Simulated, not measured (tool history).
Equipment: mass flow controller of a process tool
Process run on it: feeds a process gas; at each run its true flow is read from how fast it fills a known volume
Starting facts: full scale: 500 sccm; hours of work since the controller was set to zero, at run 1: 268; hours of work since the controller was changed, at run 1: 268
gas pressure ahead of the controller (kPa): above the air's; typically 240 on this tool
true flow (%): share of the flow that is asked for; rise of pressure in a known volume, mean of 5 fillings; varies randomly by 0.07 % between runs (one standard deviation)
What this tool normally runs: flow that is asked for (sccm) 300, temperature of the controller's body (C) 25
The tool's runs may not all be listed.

run    hour  flow that is asked for (sccm)  gas pressure ahead of the controller (kPa)  temperature of the controller's body (C)  hours of work since the controller was set to zero  hours of work since the controller was changed  true flow (%)
  1     0.0                            300                                         240                                        25                                                 268                                             268          99.04
  2   157.2                            300                                         240                                        25                                                 364                                             364          99.18
  3   349.7                            300                                         240                                        25                                                 481                                             481          99.10
  4   452.8                            300                                         240                                        21                                                 544                                             544          98.81
  5   559.7                            300                                         240                                        21                                                 609                                             609          98.84
  6   659.5                            300                                         240                                        21                                                 670                                             670          98.77
  7   768.7                            300                                         240                                        21                                                 737                                             737          98.84
  8   974.7                            300                                         240                                        21                                                 863                                             863          98.88
  9  1136.5                            300                                         240                                        25                                                 961                                             961          99.11
 10  1252.6                            300                                         240                                        25                                                1032                                            1032          99.12
 11  1433.4                            300                                         240                                        25                                                1142                                            1142          99.16
     1445.6  -- controller's zero set anew
 12  1560.9                            300                                         240                                        22                                                  70                                            1220          98.64
 13  1658.3                            354                                         253                                        33                                                 130                                            1279          99.56
 14  1790.3                             78                                         183                                        25                                                 210                                            1360          95.94
 15  1991.4                            129                                         183                                        25                                                 333                                            1483          97.44
 16  2083.9                             66                                         194                                        28                                                 389                                            1539          95.15
     2151.4  -- controller's zero set anew, once more
 17  2280.7                            335                                         188                                        29                                                  79                                            1659         100.40
 18  2378.5                            335                                         188                                        29                                                 139                                            1718         100.43
 19  2578.7                            335                                         213                                        26                                                 261                                            1841          99.96
 20  2701.0                            335                                         213                                        26                                                 335                                            1915         100.02
 21  2912.2                            210                                         206                                        40                                                 464                                            2044         100.51
 22  3051.6                            414                                         240                                        25                                                 549                                            2129         100.09
 23  3194.6                            145                                         226                                        25                                                 636                                            2216          98.81

Entry by entry between the runs, the difference in hidden state between the last listed run before and the first listed run after:
In the gap between runs 11 and 12: controller's zero set anew (hour 1445.6)
  flow at rest that the sensor doesn't see, % of full scale: -0.282 -> -0.478; true flow over the shown one, %: 0.43 -> 0.45
  measured result minus the result with no hidden state, true flow (%): -0.04 -> -0.34
In the gap between runs 16 and 17: controller's zero set anew, once more (hour 2151.4)
  flow at rest that the sensor doesn't see, % of full scale: -0.549 -> -0.046; true flow over the shown one, %: 0.57 -> 0.62
  measured result minus the result with no hidden state, true flow (%): -3.59 -> +0.55

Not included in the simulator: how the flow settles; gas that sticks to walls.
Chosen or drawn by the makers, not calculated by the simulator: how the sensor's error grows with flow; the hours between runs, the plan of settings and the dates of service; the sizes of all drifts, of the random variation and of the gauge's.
